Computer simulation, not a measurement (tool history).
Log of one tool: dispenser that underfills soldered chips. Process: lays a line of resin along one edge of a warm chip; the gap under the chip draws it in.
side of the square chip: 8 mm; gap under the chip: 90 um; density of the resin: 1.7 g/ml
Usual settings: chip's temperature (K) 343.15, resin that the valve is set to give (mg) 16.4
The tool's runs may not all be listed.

run,day,chip's temperature (K),resin that the valve is set to give (mg),time until the resin shows at the far edge (s),resin that the valve gave (mg)
1,0.000,343.15,16.4,26.3,16.33
2,0.121,343.15,16.4,28.0,16.26
3,0.258,343.15,16.4,30.0,16.09
4,0.392,343.15,16.4,31.7,16.01
# day 0.462: new syringe of resin
5,0.596,343.15,16.4,23.8,16.23
6,0.775,343.15,16.4,26.8,16.22
7,0.958,337.15,16.4,38.9,16.04
# day 1.154: new syringe of resin
8,1.162,337.15,16.4,29.4,16.02
9,1.312,348.15,15.6,19.3,15.43
10,1.458,357.15,16.7,14.1,16.38
11,1.579,331.15,14.8,50.9,14.40

The next listed run, before its measurement:
12,1.700,335.15,16.4,?,?

Run 12 gave time until the resin shows at the far edge (s) 45.6, resin that the valve gave (mg) 16.11.
Without the tool's hidden state the same run would have given time until the resin shows at the far edge (s) 33.6, resin that the valve gave (mg) 16.45.
